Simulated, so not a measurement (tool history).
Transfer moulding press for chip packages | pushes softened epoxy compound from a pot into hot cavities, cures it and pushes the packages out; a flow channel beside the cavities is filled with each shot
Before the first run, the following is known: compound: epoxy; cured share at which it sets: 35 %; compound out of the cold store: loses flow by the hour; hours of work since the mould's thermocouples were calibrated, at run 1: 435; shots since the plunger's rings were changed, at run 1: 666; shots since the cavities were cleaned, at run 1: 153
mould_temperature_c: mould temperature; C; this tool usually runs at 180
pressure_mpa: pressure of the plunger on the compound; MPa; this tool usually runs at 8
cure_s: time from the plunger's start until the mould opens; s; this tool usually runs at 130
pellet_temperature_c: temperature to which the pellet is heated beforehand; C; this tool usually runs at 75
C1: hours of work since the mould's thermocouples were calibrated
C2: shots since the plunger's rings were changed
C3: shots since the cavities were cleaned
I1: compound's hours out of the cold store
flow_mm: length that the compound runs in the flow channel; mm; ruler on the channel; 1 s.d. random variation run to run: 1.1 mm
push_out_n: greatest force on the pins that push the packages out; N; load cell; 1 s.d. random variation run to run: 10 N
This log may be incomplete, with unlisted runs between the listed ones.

run 1 hour=0 | mould_temperature_c=180 pressure_mpa=8 cure_s=130 pellet_temperature_c=75 | C1=435 C2=666 C3=153 | I1=34.1 | flow_mm=662 push_out_n=566
run 2 hour=35 | mould_temperature_c=180 pressure_mpa=8 cure_s=130 pellet_temperature_c=75 | C1=456 C2=974 C3=461 | I1=25.5 | flow_mm=673 push_out_n=706
run 3 hour=56.4 | mould_temperature_c=180 pressure_mpa=8 cure_s=130 pellet_temperature_c=75 | C1=468 C2=1163 C3=650 | I1=40.3 | flow_mm=646 push_out_n=721
-- hour=62.4 cavities cleaned with cleaning compound and waxed
run 4 hour=92.9 | mould_temperature_c=180 pressure_mpa=8 cure_s=130 pellet_temperature_c=75 | C1=489 C2=1471 C3=269 | I1=14.9 | flow_mm=690 push_out_n=629
run 5 hour=117 | mould_temperature_c=180 pressure_mpa=8 cure_s=130 pellet_temperature_c=75 | C1=503 C2=1683 C3=481 | I1=14.7 | flow_mm=685 push_out_n=705
-- hour=142 cavities cleaned with cleaning compound and waxed
run 6 hour=149.8 | mould_temperature_c=180 pressure_mpa=8 cure_s=166 pellet_temperature_c=75 | C1=521 C2=1959 C3=69 | I1=8.3 | flow_mm=697 push_out_n=501
-- hour=194.6 mould's thermocouples calibrated
run 7 hour=198.7 | mould_temperature_c=180 pressure_mpa=8 cure_s=162 pellet_temperature_c=75 | C1=2 C2=2372 C3=482 | I1=20.3 | flow_mm=668 push_out_n=646
-- hour=224.2 cavities cleaned with cleaning compound and waxed
-- hour=248.4 plunger's sealing rings changed
run 8 hour=254 | mould_temperature_c=180 pressure_mpa=8 cure_s=162 pellet_temperature_c=75 | C1=32 C2=50 C3=241 | I1=41.1 | flow_mm=655 push_out_n=563
run 9 hour=293.7 | mould_temperature_c=180 pressure_mpa=8 cure_s=162 pellet_temperature_c=75 | C1=55 C2=399 C3=590 | I1=24.1 | flow_mm=683 push_out_n=683
-- hour=307.5 cavities cleaned with cleaning compound and waxed
run 10 hour=328.7 | mould_temperature_c=180 pressure_mpa=8 cure_s=162 pellet_temperature_c=75 | C1=75 C2=694 C3=186 | I1=45 | flow_mm=642 push_out_n=556
run 11 hour=360.1 | mould_temperature_c=175 pressure_mpa=8 cure_s=130 pellet_temperature_c=75 | C1=93 C2=971 C3=463 | I1=45.8 | flow_mm=650 push_out_n=888
-- hour=389.1 cavities cleaned with cleaning compound and waxed
run 12 hour=393.7 | mould_temperature_c=174 pressure_mpa=8 cure_s=130 pellet_temperature_c=75 | C1=112 C2=1253 C3=40 | I1=16.4 | flow_mm=703 push_out_n=728
run 13 hour=440.4 | mould_temperature_c=180 pressure_mpa=8 cure_s=130 pellet_temperature_c=75 | C1=139 C2=1665 C3=452 | I1=11.6 | flow_mm=694 push_out_n=685
-- hour=445.2 mould's thermocouples calibrated, once more
-- hour=473.4 cavities cleaned with cleaning compound and waxed
run 14 hour=475 | mould_temperature_c=180 pressure_mpa=8 cure_s=130 pellet_temperature_c=75 | C1=16 C2=1938 C3=13 | I1=14.1 | flow_mm=684 push_out_n=505
run 15 hour=509.2 | mould_temperature_c=179 pressure_mpa=9.97 cure_s=122 pellet_temperature_c=77 | C1=36 C2=2240 C3=315 | I1=42 | flow_mm=708 push_out_n=662
run 16 hour=535.2 | mould_temperature_c=179 pressure_mpa=9.97 cure_s=122 pellet_temperature_c=77 | C1=52 C2=2469 C3=544 | I1=42.6 | flow_mm=704 push_out_n=759
-- hour=552.7 cavities cleaned with cleaning compound and waxed
-- hour=571.9 plunger's sealing rings changed
run 17 hour=571.9 | mould_temperature_c=179 pressure_mpa=6.46 cure_s=162 pellet_temperature_c=77 | C1=71 C2=0 C3=148 | I1=38.8 | flow_mm=591 push_out_n=514
run 18 hour=621.9 | mould_temperature_c=177 pressure_mpa=8 cure_s=140 pellet_temperature_c=75 | C1=100 C2=440 C3=588 | I1=9.1 | flow_mm=713 push_out_n=734
-- hour=636.9 cavities cleaned with cleaning compound and waxed
run 19 hour=651.3 | mould_temperature_c=175 pressure_mpa=8 cure_s=111 pellet_temperature_c=75 | C1=116 C2=685 C3=126 | I1=35 | flow_mm=667 push_out_n=849
run 20 hour=693.2 | mould_temperature_c=182 pressure_mpa=8 cure_s=130 pellet_temperature_c=78 | C1=140 C2=1054 C3=495 | I1=12.8 | flow_mm=690 push_out_n=691
-- hour=717.2 cavities cleaned with cleaning compound and waxed
run 21 hour=746.1 | mould_temperature_c=180 pressure_mpa=8 cure_s=156 pellet_temperature_c=80 | C1=170 C2=1507 C3=255 | I1=11.3 | flow_mm=693 push_out_n=544
-- hour=797.2 cavities cleaned with cleaning compound and waxed
run 22 hour=797.2 | mould_temperature_c=180 pressure_mpa=8 cure_s=156 pellet_temperature_c=80 | C1=199 C2=1944 C3=0 | I1=13.8 | flow_mm=680 push_out_n=456
run 23 hour=849.7 | mould_temperature_c=172 pressure_mpa=6.5 cure_s=156 pellet_temperature_c=80 | C1=230 C2=2406 C3=462 | I1=17.3 | flow_mm=622 push_out_n=765
-- hour=878 cavities cleaned with cleaning compound and waxed
run 24 hour=887.1 | mould_temperature_c=174 pressure_mpa=8.06 cure_s=132 pellet_temperature_c=78 | C1=251 C2=2722 C3=80 | I1=19.8 | flow_mm=681 push_out_n=667
-- hour=896.2 plunger's sealing rings changed
run 25 hour=937.3 | mould_temperature_c=180 pressure_mpa=8.83 cure_s=169 pellet_temperature_c=73 | C1=279 C2=362 C3=501 | I1=24.3 | flow_mm=714 push_out_n=636
-- hour=963.5 cavities cleaned with cleaning compound and waxed
run 26 hour=963.9 | mould_temperature_c=180 pressure_mpa=6.19 cure_s=117 pellet_temperature_c=67 | C1=293 C2=582 C3=3 | I1=15.4 | flow_mm=613 push_out_n=552
run 27 hour=1005.3 | mould_temperature_c=180 pressure_mpa=6.19 cure_s=117 pellet_temperature_c=67 | C1=317 C2=947 C3=368 | I1=44.8 | flow_mm=560 push_out_n=703
-- hour=1042.6 cavities cleaned with cleaning compound and waxed
run 28 hour=1057.2 | mould_temperature_c=180 pressure_mpa=6.19 cure_s=117 pellet_temperature_c=67 | C1=347 C2=1391 C3=129 | I1=36.7 | flow_mm=571 push_out_n=614

Hidden state at the last listed run before each entry between runs and at the first one after, where it differs:
Run 3 -> run 4: cavities cleaned with cleaning compound and waxed (hour 62.4)
  true mould temperature over the reading, C: -0.96 -> -0.99; pressure that reaches the compound, % of what is set: 96.76 -> 95.92; grip of the stained cavities, % over clean ones': 50.9 -> 26.6
  measured result minus the result with no hidden state, flow_mm: -9 -> -12 mm; push_out_n: +254 -> +143 N
Run 5 -> run 6: cavities cleaned with cleaning compound and waxed (hour 142)
  true mould temperature over the reading, C: -1.01 -> -1.03; pressure that reaches the compound, % of what is set: 95.37 -> 94.6; grip of the stained cavities, % over clean ones': 41.1 -> 9.7
  measured result minus the result with no hidden state, flow_mm: -15 -> -17 mm; push_out_n: +218 -> +46 N
Run 6 -> run 7: mould's thermocouples calibrated (hour 194.6)
  true mould temperature over the reading, C: -1.03 -> -1.57; pressure that reaches the compound, % of what is set: 94.6 -> 93.61; grip of the stained cavities, % over clean ones': 9.7 -> 42.8
  measured result minus the result with no hidden state, flow_mm: -17 -> -19 mm; push_out_n: +46 -> +197 N
Run 7 -> run 8: cavities cleaned with cleaning compound and waxed (hour 224.2); plunger's sealing rings changed (hour 248.4)
  true mould temperature over the reading, C: -1.57 -> -1.61; pressure that reaches the compound, % of what is set: 93.61 -> 99.66; grip of the stained cavities, % over clean ones': 42.8 -> 26
  measured result minus the result with no hidden state, flow_mm: -19 -> +2 mm; push_out_n: +197 -> +122 N
Run 9 -> run 10: cavities cleaned with cleaning compound and waxed (hour 307.5)
  true mould temperature over the reading, C: -1.64 -> -1.67; pressure that reaches the compound, % of what is set: 98.71 -> 97.91; grip of the stained cavities, % over clean ones': 49.7 -> 22.4
  measured result minus the result with no hidden state, flow_mm: -1 -> -4 mm; push_out_n: +230 -> +106 N
Run 11 -> run 12: cavities cleaned with cleaning compound and waxed (hour 389.1)
  true mould temperature over the reading, C: -1.69 -> -1.72; pressure that reaches the compound, % of what is set: 97.19 -> 96.38; grip of the stained cavities, % over clean ones': 42.9 -> 7.1
  measured result minus the result with no hidden state, flow_mm: -6 -> -8 mm; push_out_n: +319 -> +118 N
Run 13 -> run 14: mould's thermocouples calibrated, once more (hour 445.2); cavities cleaned with cleaning compound and waxed (hour 473.4)
  true mould temperature over the reading, C: -1.76 -> -0.05; pressure that reaches the compound, % of what is set: 95.23 -> 94.59; grip of the stained cavities, % over clean ones': 41.1 -> 4.2
  measured result minus the result with no hidden state, flow_mm: -13 -> -19 mm; push_out_n: +223 -> +21 N
Run 16 -> run 17: cavities cleaned with cleaning compound and waxed (hour 552.7); plunger's sealing rings changed (hour 571.9)
  true mould temperature over the reading, C: -0.1 -> -0.12; pressure that reaches the compound, % of what is set: 93.17 -> 99.63; grip of the stained cavities, % over clean ones': 46.4 -> 15.9
  measured result minus the result with no hidden state, flow_mm: -25 -> -1 mm; push_out_n: +241 -> +71 N
Run 18 -> run 19: cavities cleaned with cleaning compound and waxed (hour 636.9)
  true mould temperature over the reading, C: -0.16 -> -0.18; pressure that reaches the compound, % of what is set: 98.25 -> 97.59; grip of the stained cavities, % over clean ones': 47.8 -> 15.6
  measured result minus the result with no hidden state, flow_mm: -6 -> -7 mm; push_out_n: +240 -> +123 N
Run 20 -> run 21: cavities cleaned with cleaning compound and waxed (hour 717.2)
  true mould temperature over the reading, C: -0.22 -> -0.26; pressure that reaches the compound, % of what is set: 96.59 -> 95.36; grip of the stained cavities, % over clean ones': 45.7 -> 26.1
  measured result minus the result with no hidden state, flow_mm: -11 -> -16 mm; push_out_n: +217 -> +114 N
Run 21 -> run 22: cavities cleaned with cleaning compound and waxed (hour 797.2)
  true mould temperature over the reading, C: -0.26 -> -0.29; pressure that reaches the compound, % of what is set: 95.36 -> 94.17; grip of the stained cavities, % over clean ones': 26.1 -> 0.2
  measured result minus the result with no hidden state, flow_mm: -16 -> -20 mm; push_out_n: +114 -> +2 N
Run 23 -> run 24: cavities cleaned with cleaning compound and waxed (hour 878)
  true mould temperature over the reading, C: -0.34 -> -0.37; pressure that reaches the compound, % of what is set: 92.93 -> 92.13; grip of the stained cavities, % over clean ones': 40.4 -> 9.5
  measured result minus the result with no hidden state, flow_mm: -23 -> -28 mm; push_out_n: +228 -> +70 N
Run 24 -> run 25: plunger's sealing rings changed (hour 896.2)
  true mould temperature over the reading, C: -0.37 -> -0.4; pressure that reaches the compound, % of what is set: 92.13 -> 98.72; grip of the stained cavities, % over clean ones': 9.5 -> 43.1
  measured result minus the result with no hidden state, flow_mm: -28 -> -4 mm; push_out_n: +70 -> +192 N
Run 25 -> run 26: cavities cleaned with cleaning compound and waxed (hour 963.5)
  true mould temperature over the reading, C: -0.4 -> -0.42; pressure that reaches the compound, % of what is set: 98.72 -> 98.13; grip of the stained cavities, % over clean ones': 43.1 -> 0.7
  measured result minus the result with no hidden state, flow_mm: -4 -> -5 mm; push_out_n: +192 -> +13 N
Run 27 -> run 28: cavities cleaned with cleaning compound and waxed (hour 1042.6)
  true mould temperature over the reading, C: -0.45 -> -0.49; pressure that reaches the compound, % of what is set: 97.07 -> 95.76; grip of the stained cavities, % over clean ones': 36.1 -> 15.4
  measured result minus the result with no hidden state, flow_mm: -8 -> -12 mm; push_out_n: +194 -> +91 N

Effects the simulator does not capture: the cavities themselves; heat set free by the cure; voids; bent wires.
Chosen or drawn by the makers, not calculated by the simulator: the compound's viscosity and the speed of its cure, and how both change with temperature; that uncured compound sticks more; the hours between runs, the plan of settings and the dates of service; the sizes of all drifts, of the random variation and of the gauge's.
